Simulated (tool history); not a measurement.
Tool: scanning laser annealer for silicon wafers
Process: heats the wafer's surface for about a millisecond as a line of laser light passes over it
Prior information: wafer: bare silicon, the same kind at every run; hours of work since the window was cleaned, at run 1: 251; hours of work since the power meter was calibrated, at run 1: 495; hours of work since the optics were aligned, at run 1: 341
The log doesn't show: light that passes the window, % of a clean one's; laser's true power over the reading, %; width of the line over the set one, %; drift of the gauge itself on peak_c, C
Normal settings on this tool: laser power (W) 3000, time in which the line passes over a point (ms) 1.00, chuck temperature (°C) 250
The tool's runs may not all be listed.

run   hour  laser power (W)  time in which the line passes over a point (ms)  chuck temperature (°C)  hours of work since the window was cleaned  hours of work since the power meter was calibrated  hours of work since the optics were aligned  highest temperature of the surface (°C)
  1    0.0             3000                                             1.00                     250                                         251                                                 495                                          341                                      991
  2   19.8             3000                                             1.00                     250                                         263                                                 506                                          353                                      991
  3   33.8             3000                                             1.00                     250                                         271                                                 515                                          361                                      985
  4   54.6             3000                                             1.00                     234                                         284                                                 527                                          374                                      971
  5   73.3             3000                                             1.00                     234                                         295                                                 538                                          385                                      970
  6   87.7             3000                                             1.00                     234                                         303                                                 546                                          393                                      973
  7   99.2             3000                                             1.00                     234                                         310                                                 553                                          400                                      965
  8  109.2             3000                                             1.00                     234                                         316                                                 559                                          406                                      968
  9  126.2             3000                                             1.00                     237                                         326                                                 569                                          416                                      970
 10  144.3             3000                                             1.00                     237                                         337                                                 580                                          426                                      967
 11  161.3             3000                                             1.00                     237                                         347                                                 590                                          436                                      970
 12  182.3             3000                                             1.07                     250                                         359                                                 602                                          449                                     1010
 13  193.2             3000                                             1.07                     250                                         365                                                 609                                          455                                     1009
 14  205.5             2732                                             1.00                     250                                         373                                                 616                                          463                                      915
 15  217.3             2732                                             1.00                     250                                         380                                                 623                                          470                                      911
 16  234.1             2732                                             1.00                     250                                         390                                                 633                                          479                                      916
 17  247.2             2732                                             1.00                     250                                         397                                                 641                                          487                                      913
 18  262.9             2732                                             1.00                     250                                         407                                                 650                                          496                                      914
 19  283.5             3000                                             1.00                     289                                         419                                                 662                                          509                                     1019
 20  304.1             3000                                             1.00                     250                                         431                                                 674                                          521                                      980
 21  316.5             3000                                             1.00                     250                                         438                                                 681                                          528                                      980
 22  325.5             2941                                             1.00                     261                                         443                                                 687                                          533                                      977
 23  339.0             2941                                             1.00                     261                                         451                                                 695                                          541                                      974
 24  351.2             2941                                             1.00                     261                                         459                                                 702                                          549                                      972
 25  363.2             3000                                             1.06                     286                                         466                                                 709                                          556                                     1033
 26  382.7             2808                                             1.00                     250                                         477                                                 721                                          567                                      929
 27  397.8             2808                                             1.00                     250                                         486                                                 729                                          576                                      928
 28  410.5             2697                                             1.00                     237                                         494                                                 737                                          584                                      885
 29  419.5             2666                                             1.00                     233                                         499                                                 742                                          589                                      872
 30  436.7             2666                                             1.00                     233                                         509                                                 752                                          599                                      872
 31  451.0             2969                                             1.21                     235                                         517                                                 761                                          607                                     1024
 32  469.9             2696                                             1.21                     235                                         529                                                 772                                          619                                      948
 33  489.9             2873                                             0.93                     250                                         540                                                 784                                          630                                      913
 34  498.9             2873                                             0.93                     250                                         546                                                 789                                          636                                      918
 35  507.7             2873                                             1.04                     258                                         551                                                 794                                          641                                      964
 36  524.5             2873                                             1.04                     258                                         561                                                 804                                          651                                      961
 37  535.8             2873                                             1.04                     258                                         568                                                 811                                          657                                      960
 38  556.7             3055                                             0.80                     244                                         580                                                 823                                          670                                      897
 39  565.6             2750                                             0.97                     252                                         585                                                 828                                          675                                      900
 40  581.8             3033                                             0.84                     225                                         595                                                 838                                          685                                      887
 41  595.6             3033                                             0.84                     225                                         603                                                 846                                          693                                      887

Consider 3 possible next runs. They are alternatives, not a sequence: every one starts from the tool as it was left by run 41. What does each give?
  A  608.6             2899                                             1.00                     250                                         610                                                 854                                          700                                        ?
  B  608.6             2558                                             0.84                     225                                         610                                                 854                                          700                                        ?
  C  608.6             3058                                             0.84                     219                                         610                                                 854                                          700                                        ?

run  highest temperature of the surface (°C)
  A                                      942
  B                                      779
  C                                      885
With no hidden state in the tool, these same runs would have given:
run  highest temperature of the surface (°C)
  A                                      980
  B                                      809
  C                                      921

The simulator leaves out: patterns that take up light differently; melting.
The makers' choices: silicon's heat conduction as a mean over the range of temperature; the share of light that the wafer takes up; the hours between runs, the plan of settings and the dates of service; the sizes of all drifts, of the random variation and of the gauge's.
